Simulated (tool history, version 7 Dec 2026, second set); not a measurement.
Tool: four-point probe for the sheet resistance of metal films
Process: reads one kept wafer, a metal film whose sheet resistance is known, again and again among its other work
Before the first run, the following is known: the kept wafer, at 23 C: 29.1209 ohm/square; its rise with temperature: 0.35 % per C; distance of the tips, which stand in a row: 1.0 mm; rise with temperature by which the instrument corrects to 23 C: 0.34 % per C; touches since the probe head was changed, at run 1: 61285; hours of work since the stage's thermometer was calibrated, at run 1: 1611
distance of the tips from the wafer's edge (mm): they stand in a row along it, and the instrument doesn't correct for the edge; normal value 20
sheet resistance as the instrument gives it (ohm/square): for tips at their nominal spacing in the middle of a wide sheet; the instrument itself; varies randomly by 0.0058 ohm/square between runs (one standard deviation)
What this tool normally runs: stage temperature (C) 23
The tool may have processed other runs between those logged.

run	hour	stage temperature (C)	distance of the tips from the wafer's edge (mm)	touches since the probe head was changed	hours of work since the stage's thermometer was calibrated	sheet resistance as the instrument gives it (ohm/square)
1	0.0	23	20	61285	1611	29.173698
2	28.7	23	20	61998	1627	29.168771
3	63.7	23	29	62866	1646	29.149965
4	112.0	23	29	64067	1672	29.139622
5	162.3	23	29	65317	1699	29.150030
6	197.9	23	20	66200	1719	29.170348
7	245.3	23	20	67379	1744	29.159020
# hour 280.9: stage's thermometer calibrated
8	287.9	23	20	68424	4	29.174165
9	346.5	23	20	69880	36	29.173170
10	410.3	23	20	71465	70	29.160782
11	446.0	26	20	72351	90	29.179670
12	498.0	26	20	73643	118	29.178337
13	563.2	26	20	75261	153	29.174310
14	628.2	23	3	76876	189	30.751886
15	680.9	23	51	78186	217	29.128157
16	748.8	23	51	79871	254	29.137234
17	799.3	23	51	81126	281	29.141858
18	860.0	23	51	82635	314	29.135656

Expected results for the next run?
19	929.7	21	11	84366	352	?

Run 19 gave sheet resistance as the instrument gives it (ohm/square) 29.237077.
The same run, on a tool lacking any hidden state, would have yielded sheet resistance as the instrument gives it (ohm/square) 29.231503.
